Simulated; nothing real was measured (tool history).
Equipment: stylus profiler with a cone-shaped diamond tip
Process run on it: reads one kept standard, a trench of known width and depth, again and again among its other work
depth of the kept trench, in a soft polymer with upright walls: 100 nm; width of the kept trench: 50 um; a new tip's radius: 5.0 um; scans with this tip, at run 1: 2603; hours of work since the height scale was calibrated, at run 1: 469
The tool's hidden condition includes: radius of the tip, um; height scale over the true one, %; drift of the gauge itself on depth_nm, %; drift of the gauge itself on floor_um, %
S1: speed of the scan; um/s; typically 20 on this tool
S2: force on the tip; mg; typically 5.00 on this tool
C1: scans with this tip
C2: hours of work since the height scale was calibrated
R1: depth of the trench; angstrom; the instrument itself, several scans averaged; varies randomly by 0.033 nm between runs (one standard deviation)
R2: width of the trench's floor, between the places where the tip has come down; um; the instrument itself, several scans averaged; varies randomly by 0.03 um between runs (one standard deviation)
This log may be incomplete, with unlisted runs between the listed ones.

run,hour,S1,S2,C1,C2,R1,R2
1,0.0,20,5.00,2603,469,1020.7,47.99
2,22.5,79,5.00,2698,487,1021.1,47.77
3,47.0,9,5.00,2802,505,1020.7,47.95
4,63.4,20,5.00,2872,518,1020.7,47.94
5,87.2,20,5.00,2972,536,1020.2,47.94
6,105.9,5,5.00,3052,550,1021.1,48.01
7,120.9,10,5.00,3115,562,1020.7,47.94
8,131.8,32,5.00,3161,570,1021.3,47.88
9,146.4,32,5.00,3223,581,1021.1,47.87
10,170.6,32,5.00,3326,600,1021.0,47.94
11,187.4,32,5.00,3397,612,1021.4,47.88
12,198.4,32,5.00,3444,621,1021.4,47.94
13,217.8,32,5.00,3525,636,1021.0,47.92
14,228.5,16,3.66,3571,644,1017.8,47.88
15,249.5,17,1.98,3660,660,1011.7,47.98
16,272.1,12,10.64,3756,677,1034.9,47.97
17,295.8,9,2.98,3856,695,1014.6,48.01
18,310.1,9,2.98,3916,706,1014.3,47.96
19,329.3,20,3.53,3997,721,1016.8,47.95
20,352.8,20,3.53,4097,739,1016.3,47.94
21,364.5,40,4.84,4147,748,1020.9,47.90
22,382.2,20,5.09,4222,761,1021.5,47.89
23,395.6,20,5.09,4279,771,1021.6,47.94
24,419.3,20,5.09,4379,790,1021.4,47.95

Here are 3 independent what-if runs from the current tool condition. What would each one return?
A,440.7,47,1.68,4469,806,?,?
B,440.7,15,5.09,4469,806,?,?
C,440.7,8,14.64,4469,806,?,?

run,R1,R2
A,1009.9,47.73
B,1021.0,47.96
C,1043.8,48.01
Without the tool's unlogged condition, the same runs would have read:
run,R1,R2
A,1009.9,47.73
B,1021.0,47.96
C,1043.8,48.01

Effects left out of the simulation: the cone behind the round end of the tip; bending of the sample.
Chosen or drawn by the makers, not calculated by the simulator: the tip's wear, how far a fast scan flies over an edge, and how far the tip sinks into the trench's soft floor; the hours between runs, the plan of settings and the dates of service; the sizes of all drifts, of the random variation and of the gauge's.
